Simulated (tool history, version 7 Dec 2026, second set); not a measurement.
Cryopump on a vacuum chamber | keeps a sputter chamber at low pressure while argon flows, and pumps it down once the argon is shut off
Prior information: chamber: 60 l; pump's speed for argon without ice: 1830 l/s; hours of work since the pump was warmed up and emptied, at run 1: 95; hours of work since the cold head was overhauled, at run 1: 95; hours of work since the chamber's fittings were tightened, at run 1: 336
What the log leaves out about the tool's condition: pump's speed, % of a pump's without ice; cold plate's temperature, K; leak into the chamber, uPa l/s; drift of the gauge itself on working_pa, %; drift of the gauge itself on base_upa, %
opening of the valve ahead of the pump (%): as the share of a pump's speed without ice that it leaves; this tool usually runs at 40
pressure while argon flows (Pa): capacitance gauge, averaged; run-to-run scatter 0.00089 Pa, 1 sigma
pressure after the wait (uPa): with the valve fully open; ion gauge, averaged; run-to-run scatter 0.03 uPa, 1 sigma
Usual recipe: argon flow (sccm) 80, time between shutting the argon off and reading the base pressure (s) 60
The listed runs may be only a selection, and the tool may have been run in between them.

run	day	argon flow (sccm)	time between shutting the argon off and reading the base pressure (s)	opening of the valve ahead of the pump (%)	hours of work since the pump was warmed up and emptied	hours of work since the cold head was overhauled	hours of work since the chamber's fittings were tightened	pressure while argon flows (Pa)	pressure after the wait (uPa)
1	0.000	80	60	40	95	95	336	0.1929	1.74
2	1.375	80	60	18	118	118	359	0.4181	1.73
3	2.392	80	60	40	135	135	376	0.1951	1.77
4	4.042	80	60	40	163	163	404	0.1987	1.87
5	5.304	80	60	40	184	184	425	0.2000	1.89
6	7.096	80	60	55	214	214	455	0.1532	1.84
7	8.062	80	60	40	230	230	471	0.2048	1.84
8	9.688	80	60	40	258	258	499	0.2077	1.91
9	10.550	80	60	40	272	272	513	0.2106	1.91
10	12.121	80	60	40	299	299	540	0.2121	1.97
# day 13.158: pump warmed up, emptied and cooled again
11	13.283	80	60	40	2	315	556	0.1845	1.80
12	14.388	80	60	40	21	333	574	0.1866	1.83
13	16.208	80	60	40	51	364	605	0.1884	1.89
14	17.475	80	60	40	73	385	626	0.1903	1.86
15	19.162	80	60	59	101	413	654	0.1319	1.89
16	20.162	80	60	40	118	430	671	0.1918	1.99
17	21.300	80	60	49	137	449	690	0.1605	2.00
18	22.983	68	60	40	165	478	719	0.1692	1.97
19	24.462	68	60	40	190	502	743	0.1682	2.03
20	25.750	68	60	40	211	524	765	0.1703	2.08
21	27.438	105	113	42	240	552	793	0.2572	1.47
22	28.242	80	29	32	253	566	807	0.2523	3.67
23	29.321	80	20	41	271	584	825	0.2027	4.85
24	31.012	80	90	19	300	612	853	0.4157	1.73
# day 31.946: pump warmed up, emptied and cooled again
25	32.833	80	90	19	15	639	880	0.3893	1.56
26	34.625	80	90	19	45	669	911	0.3935	1.56
27	35.746	80	90	19	64	688	929	0.3934	1.61
28	36.708	73	96	46	80	704	946	0.1523	1.57
29	37.838	73	96	46	99	723	964	0.1544	1.62
30	39.692	73	188	17	130	755	996	0.4066	1.22
31	41.300	129	188	49	157	782	1023	0.2637	1.24
32	42.612	111	59	49	179	804	1045	0.2304	2.30
33	43.638	111	59	49	196	821	1062	0.2319	2.21

Predict each of these 5 candidate next runs independently; none follows another, all start after run 33:
A	44.912	80	60	41	218	842	1083	?	?
B	44.912	40	146	21	218	842	1083	?	?
C	44.912	37	165	38	218	842	1083	?	?
D	44.912	49	297	28	218	842	1083	?	?
E	44.912	74	49	21	218	842	1083	?	?

run	pressure while argon flows (Pa)	pressure after the wait (uPa)
A	0.1994	2.30
B	0.1856	1.55
C	0.0992	1.41
D	0.1734	1.16
E	0.3411	2.49
Stripped of hidden state, with their random variation kept, the same runs would have yielded:
run	pressure while argon flows (Pa)	pressure after the wait (uPa)
A	0.1805	1.54
B	0.1761	0.77
C	0.0904	0.66
D	0.1618	0.41
E	0.3236	1.75

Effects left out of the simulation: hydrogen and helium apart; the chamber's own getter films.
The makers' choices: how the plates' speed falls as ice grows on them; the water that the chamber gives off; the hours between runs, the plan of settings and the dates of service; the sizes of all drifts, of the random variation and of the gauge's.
